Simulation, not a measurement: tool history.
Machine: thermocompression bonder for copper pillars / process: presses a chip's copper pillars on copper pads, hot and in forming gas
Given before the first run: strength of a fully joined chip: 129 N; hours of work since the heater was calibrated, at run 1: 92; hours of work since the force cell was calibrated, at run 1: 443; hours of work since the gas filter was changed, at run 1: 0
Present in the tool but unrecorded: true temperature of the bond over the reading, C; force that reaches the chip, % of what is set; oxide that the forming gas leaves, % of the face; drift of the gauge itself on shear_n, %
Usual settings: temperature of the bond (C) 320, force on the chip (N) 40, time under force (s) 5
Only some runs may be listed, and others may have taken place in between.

run   hour  temperature of the bond (C)  force on the chip (N)  time under force (s)  hours of work since the heater was calibrated  hours of work since the force cell was calibrated  hours of work since the gas filter was changed  force that shears a chip off (N)
  1      0                          320                     40                     5                                             92                                                443                                               0                              61.6
  2   15.4                          307                     40                     5                                             99                                                450                                               7                              54.8
  3   42.2                          307                     40                     5                                            112                                                463                                              20                              53.1
  4   60.7                          307                     40                     5                                            121                                                471                                              29                              50.7
  5   80.2                          320                     40                     5                                            130                                                481                                              38                              64.2
  6   95.4                          320                     40                     5                                            137                                                488                                              45                              62.9
  7  108.2                          320                     40                     4                                            143                                                494                                              51                              58.2
  8    122                          320                     40                     4                                            150                                                500                                              58                              56.9
  9  145.9                          320                     40                     4                                            161                                                512                                              69                              57.1
 10  168.3                          311                     40                     4                                            172                                                522                                              80                              51.3
 11  195.7                          311                     40                     5                                            185                                                535                                              93                              54.6
 12  210.9                          311                     40                     5                                            192                                                542                                             100                              55.1
 13  224.2                          311                     40                     5                                            198                                                549                                             106                              54.8
 14  245.4                          295                     40                     5                                            208                                                559                                             116                              43.8
 15    273                          322                     40                     5                                            221                                                572                                             129                              63.4
 16  296.2                          322                     40                     5                                            232                                                583                                             140                              63.8
 17  309.8                          320                     49                     5                                            239                                                589                                             147                              74.8
 18  337.4                          320                     49                     5                                            252                                                602                                             160                              73.5
 19  363.6                          320                     49                     5                                            264                                                615                                             172                              74.1
 20  391.4                          320                     47                     5                                            277                                                628                                             185                              70.4
 21  412.4                          320                     47                     5                                            287                                                638                                             195                              70.8
 22  441.4                          320                     47                     5                                            301                                                651                                             209                              70.3
 23  462.4                          320                     50                     4                                            311                                                661                                             219                              70.3
 24  477.3                          320                     50                     4                                            318                                                668                                             226                              70.3
 25    496                          320                     50                     4                                            327                                                677                                             235                              70.4
 26  510.6                          349                     36                     7                                            334                                                684                                             242                              83.1
     515.1  -- heater calibrated with a thermocouple chip
     532.1  -- forming gas filter changed
 27  540.7                          332                     59                     5                                             12                                                697                                               4                              98.5
 28  564.4                          320                     40                    13                                             23                                                708                                              15                              86.6
 29  592.6                          294                     40                     5                                             36                                                722                                              29                              44.3
     599.4  -- heater calibrated with a thermocouple chip, once more
 30  622.6                          308                     40                     4                                             11                                                735                                              42                              46.9
 31  643.3                          308                     40                     4                                             21                                                745                                              52                                48
 32  666.6                          321                     29                     8                                             32                                                756                                              63                              52.4
 33  685.6                          316                     51                     8                                             41                                                765                                              72                              83.4
 34  714.7                          316                     51                     8                                             55                                                779                                              85                              82.9
 35    731                          316                     51                     8                                             62                                                786                                              93                                84
 36    743                          318                     33                     8                                             68                                                792                                              99                              58.3
 37  756.1                          318                     33                     8                                             74                                                798                                             105                              55.9
 38  771.1                          320                     54                     5                                             81                                                805                                             112                              78.2
 39  792.1                          320                     54                     5                                             91                                                815                                             122                              78.4
 40  807.4                          324                     54                     5                                             98                                                822                                             129                              81.6

Selected run-to-run steps in force that shears a chip off (N), each split into two signed amounts: the part the tool would show with no hidden state at all (from settings, incoming material and random variation), and the remainder, which goes to the hidden state together with any gauge scatter not common to the measured and the hidden-state-free results:
Run 25 -> 26: temperature of the bond (C) 320 -> 349, force on the chip (N) 50 -> 36, time under force (s) 4 -> 7. force that shears a chip off (N) +12.7: hidden state -0.8, all else +13.5.
Run 26 -> 27: temperature of the bond (C) 349 -> 332, force on the chip (N) 36 -> 59, time under force (s) 7 -> 5, heater calibrated with a thermocouple chip, forming gas filter changed. force that shears a chip off (N) +15.4: hidden state +4.2, all else +11.2.
Run 28 -> 29: temperature of the bond (C) 320 -> 294, time under force (s) 13 -> 5. force that shears a chip off (N) -42.3: hidden state +0.2, all else -42.5.
Run 29 -> 30: temperature of the bond (C) 294 -> 308, time under force (s) 5 -> 4, heater calibrated with a thermocouple chip, once more. force that shears a chip off (N) +2.6: hidden state -3.3, all else +5.9.
Run 32 -> 33: temperature of the bond (C) 321 -> 316, force on the chip (N) 29 -> 51. force that shears a chip off (N) +31: hidden state -0.8, all else +31.8.
Run 35 -> 36: temperature of the bond (C) 316 -> 318, force on the chip (N) 51 -> 33. force that shears a chip off (N) -25.7: hidden state +0.5, all else -26.2.
